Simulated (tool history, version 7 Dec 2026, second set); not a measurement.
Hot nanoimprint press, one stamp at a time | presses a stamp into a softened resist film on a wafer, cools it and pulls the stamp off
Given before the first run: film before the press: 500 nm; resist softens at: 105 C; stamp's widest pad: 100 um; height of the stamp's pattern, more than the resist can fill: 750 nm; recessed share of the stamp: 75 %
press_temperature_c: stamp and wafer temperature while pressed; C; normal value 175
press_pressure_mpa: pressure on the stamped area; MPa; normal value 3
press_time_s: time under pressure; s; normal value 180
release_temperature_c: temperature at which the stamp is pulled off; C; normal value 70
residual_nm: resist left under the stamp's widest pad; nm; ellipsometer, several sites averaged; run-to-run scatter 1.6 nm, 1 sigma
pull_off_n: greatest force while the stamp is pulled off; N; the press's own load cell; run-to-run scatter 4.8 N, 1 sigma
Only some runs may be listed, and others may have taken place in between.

run 1 hour=0 | press_temperature_c=175 press_pressure_mpa=3 press_time_s=180 release_temperature_c=70 | residual_nm=221.8 pull_off_n=336
run 2 hour=8.9 | press_temperature_c=172 press_pressure_mpa=3 press_time_s=180 release_temperature_c=70 | residual_nm=254.6 pull_off_n=337
run 3 hour=14.3 | press_temperature_c=172 press_pressure_mpa=3 press_time_s=294 release_temperature_c=70 | residual_nm=213.2 pull_off_n=334
run 4 hour=21.2 | press_temperature_c=172 press_pressure_mpa=3 press_time_s=294 release_temperature_c=70 | residual_nm=210.7 pull_off_n=340
run 5 hour=27.5 | press_temperature_c=172 press_pressure_mpa=3 press_time_s=294 release_temperature_c=70 | residual_nm=210.8 pull_off_n=342
run 6 hour=32.7 | press_temperature_c=175 press_pressure_mpa=3 press_time_s=180 release_temperature_c=70 | residual_nm=219.1 pull_off_n=335
run 7 hour=41.7 | press_temperature_c=175 press_pressure_mpa=3 press_time_s=180 release_temperature_c=70 | residual_nm=220.6 pull_off_n=347
run 8 hour=46.8 | press_temperature_c=175 press_pressure_mpa=3 press_time_s=180 release_temperature_c=70 | residual_nm=218.1 pull_off_n=346
-- hour=53.5 plate thermocouple calibrated
run 9 hour=58.7 | press_temperature_c=175 press_pressure_mpa=3 press_time_s=180 release_temperature_c=70 | residual_nm=213.7 pull_off_n=338
run 10 hour=67.8 | press_temperature_c=175 press_pressure_mpa=3 press_time_s=180 release_temperature_c=70 | residual_nm=210.3 pull_off_n=356
run 11 hour=72.8 | press_temperature_c=175 press_pressure_mpa=3 press_time_s=180 release_temperature_c=70 | residual_nm=209.2 pull_off_n=338
-- hour=83.7 plate thermocouple calibrated, once more
run 12 hour=85.4 | press_temperature_c=175 press_pressure_mpa=3 press_time_s=265 release_temperature_c=70 | residual_nm=213.4 pull_off_n=359
run 13 hour=92.4 | press_temperature_c=175 press_pressure_mpa=3 press_time_s=265 release_temperature_c=70 | residual_nm=211.5 pull_off_n=345
run 14 hour=101.4 | press_temperature_c=175 press_pressure_mpa=3 press_time_s=265 release_temperature_c=70 | residual_nm=212.1 pull_off_n=349
run 15 hour=106.8 | press_temperature_c=175 press_pressure_mpa=3 press_time_s=114 release_temperature_c=73 | residual_nm=287.3 pull_off_n=359
run 16 hour=113.1 | press_temperature_c=176 press_pressure_mpa=3.84 press_time_s=94 release_temperature_c=75 | residual_nm=268.2 pull_off_n=340
run 17 hour=119.1 | press_temperature_c=172 press_pressure_mpa=3 press_time_s=180 release_temperature_c=70 | residual_nm=281.7 pull_off_n=356
run 18 hour=126.3 | press_temperature_c=164 press_pressure_mpa=3 press_time_s=121 release_temperature_c=72 | residual_nm=421 pull_off_n=364

Some steps in residual_nm between neighbouring runs. How much of each would the tool show without its hidden state too (settings, what came in, random variation), and how much is left for the hidden state, with any gauge scatter that isn't in both results?
Hidden state at play: true temperature over the reading, C; pressure that arrives at the usual setting, %; grip of the stamp's worn release coat, % over a new coat's; drift of the gauge itself on residual_nm, %; drift of the gauge itself on pull_off_n, %.
Run 11 -> 12: press_time_s 180 -> 265, plate thermocouple calibrated, once more. residual_nm +4.2 nm: hidden state +35.7, all else -31.5.
Run 17 -> 18: press_temperature_c 172 -> 164, press_time_s 180 -> 121, release_temperature_c 70 -> 72. residual_nm +139.3 nm: hidden state -0.2, all else +139.5.
